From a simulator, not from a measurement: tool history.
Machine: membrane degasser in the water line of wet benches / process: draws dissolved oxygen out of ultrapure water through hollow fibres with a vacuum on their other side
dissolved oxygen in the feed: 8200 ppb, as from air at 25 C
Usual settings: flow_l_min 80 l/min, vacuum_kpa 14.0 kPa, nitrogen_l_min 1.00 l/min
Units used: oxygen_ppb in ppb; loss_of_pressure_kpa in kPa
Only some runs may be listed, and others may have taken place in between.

run      day  flow_l_min  vacuum_kpa  nitrogen_l_min  oxygen_ppb  loss_of_pressure_kpa
  1    0.000          80        14.0            1.00      1298.5                 58.99
  2    8.358          93        14.0            1.00      1433.3                 68.43
  3   21.654          93        14.0            1.00      1435.5                 68.33
  4   31.662          80        14.0            1.00      1303.6                 58.37
  5   46.012          80        14.0            1.00      1309.2                 58.47
  6   59.929          80        14.0            1.00      1306.5                 59.11
  7   74.833          58        14.0            1.00      1056.6                 42.98
  8   81.117          88        14.0            1.00      1392.1                 64.93
  9   92.325          80        14.0            1.00      1310.1                 59.47
 10   99.400          80        14.0            1.00      1319.7                 59.33
 11  107.450          80        14.0            1.00      1322.6                 59.65
 12  115.125          80        14.0            1.00      1322.0                 59.66
 13  128.112          80        14.0            1.00      1293.1                 59.87
 14  135.779          80        14.0            1.00      1301.6                 59.72
 15  143.358         103        28.4            1.60      2305.4                 76.99
 16  151.579         103        19.5            1.60      1635.1                 77.52
 17  164.408         103        19.5            1.60      1638.1                 78.01
 18  175.358          80        14.0            1.00      1308.4                 60.28
 19  188.038          80        15.8            1.97       953.4                 60.43
 20  194.146          80        25.0            0.92      2432.4                 60.20
 21  208.483         118         9.9            1.86       787.1                 89.61
 22  218.212          52        17.2            2.17       691.4                 39.47
 23  231.675          52        17.2            2.17       690.1                 39.66
 24  239.925          65        17.2            2.81       677.5                 49.58
 25  249.546         125        24.6            0.75      3339.1                 95.94

Removed from this log: 3 entries logged between the listed runs. Between which two listed runs does each belong, and how does the tool's hidden state at the listed run before it compare with that at the listed run after it?
In the gap between runs 9 and 10: vacuum gauge calibrated (day 93.767)
  membrane still open, %: 94.2 -> 94.1; true pressure behind the membrane over the reading, kPa: 0.18 -> 0.27; air that leaks in behind the membrane, l/min: 0.0153 -> 0.0157
  measured less the result without the state, oxygen_ppb: +19.4 -> +29.0 ppb; loss_of_pressure_kpa: +3.42 -> +3.50 kPa
In the gap between runs 12 and 13: vacuum gauge calibrated, once more (day 127.392)
  membrane still open, %: 93.9 -> 93.6; true pressure behind the membrane over the reading, kPa: 0.29 -> 0.05; air that leaks in behind the membrane, l/min: 0.0166 -> 0.0173
  measured less the result without the state, oxygen_ppb: +30.8 -> +6.5 ppb; loss_of_pressure_kpa: +3.67 -> +3.79 kPa
In the gap between runs 24 and 25: seals of the vacuum lines changed (day 244.233)
  membrane still open, %: 91.8 -> 91.7; true pressure behind the membrane over the reading, kPa: 0.16 -> 0.17; air that leaks in behind the membrane, l/min: 0.0238 -> 0.003
  measured less the result without the state, oxygen_ppb: +13.5 -> +29.5 ppb; loss_of_pressure_kpa: +4.03 -> +7.98 kPa
